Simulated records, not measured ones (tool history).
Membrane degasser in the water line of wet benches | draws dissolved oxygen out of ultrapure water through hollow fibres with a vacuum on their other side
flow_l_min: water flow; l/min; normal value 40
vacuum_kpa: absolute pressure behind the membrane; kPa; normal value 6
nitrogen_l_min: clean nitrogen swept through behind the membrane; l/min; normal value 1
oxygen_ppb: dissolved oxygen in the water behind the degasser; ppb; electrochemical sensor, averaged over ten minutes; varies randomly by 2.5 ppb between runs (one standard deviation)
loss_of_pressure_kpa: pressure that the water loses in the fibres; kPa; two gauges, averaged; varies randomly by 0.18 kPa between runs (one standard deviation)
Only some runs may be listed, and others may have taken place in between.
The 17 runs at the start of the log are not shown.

| run | hour | flow_l_min | vacuum_kpa | nitrogen_l_min | hours since the membrane was changed | hours since the vacuum gauge was calibrated | hours since the vacuum lines were made tight | oxygen_ppb | loss_of_pressure_kpa |
|---|---|---|---|---|---|---|---|---|---|
| 18 | 1042.2 | 62 | 10.25 | 1.33 | 1828 | 6275 | 8619 | 674.2 | 53.82 |
| 19 | 1117.8 | 62 | 3.73 | 1.33 | 1903 | 6351 | 8695 | 126.3 | 54 |
| 20 | 1191.2 | 52 | 14.31 | 1.95 | 1977 | 6424 | 8768 | 650.5 | 44.95 |
| 21 | 1225.9 | 52 | 14.31 | 1.95 | 2011 | 6459 | 8803 | 652.4 | 45.26 |
| 22 | 1281.3 | 52 | 14.31 | 1.95 | 2067 | 6515 | 8858 | 645.5 | 45.31 |
| 23 | 1356.4 | 29 | 4.71 | 0.9 | 2142 | 6590 | 8933 | 126.3 | 25.23 |
| 24 | 1425.4 | 44 | 10.07 | 1.67 | 2211 | 6659 | 9002 | 423.1 | 38.35 |
| 25 | 1493 | 26 | 10.07 | 1.67 | 2279 | 6726 | 9070 | 255.6 | 22.81 |
| 26 | 1530.1 | 26 | 10.07 | 1.67 | 2316 | 6763 | 9107 | 259.7 | 22.73 |
|  | 1558.7 | vacuum gauge calibrated |
| 27 | 1582 | 62 | 5.96 | 0.75 | 2367 | 23 | 9158 | 437.5 | 53.99 |

Run 28 comes next. What will it give?
| 28 | 1642.3 | 62 | 5.96 | 0.75 | 2427 | 84 | 9218 | ? | ? |

oxygen_ppb: 434.1 ppb
loss_of_pressure_kpa: 54.06 kPa
If the tool had no hidden condition, the same run with the same run-to-run variation would have returned oxygen_ppb 426.5 ppb, loss_of_pressure_kpa 53.1 kPa.
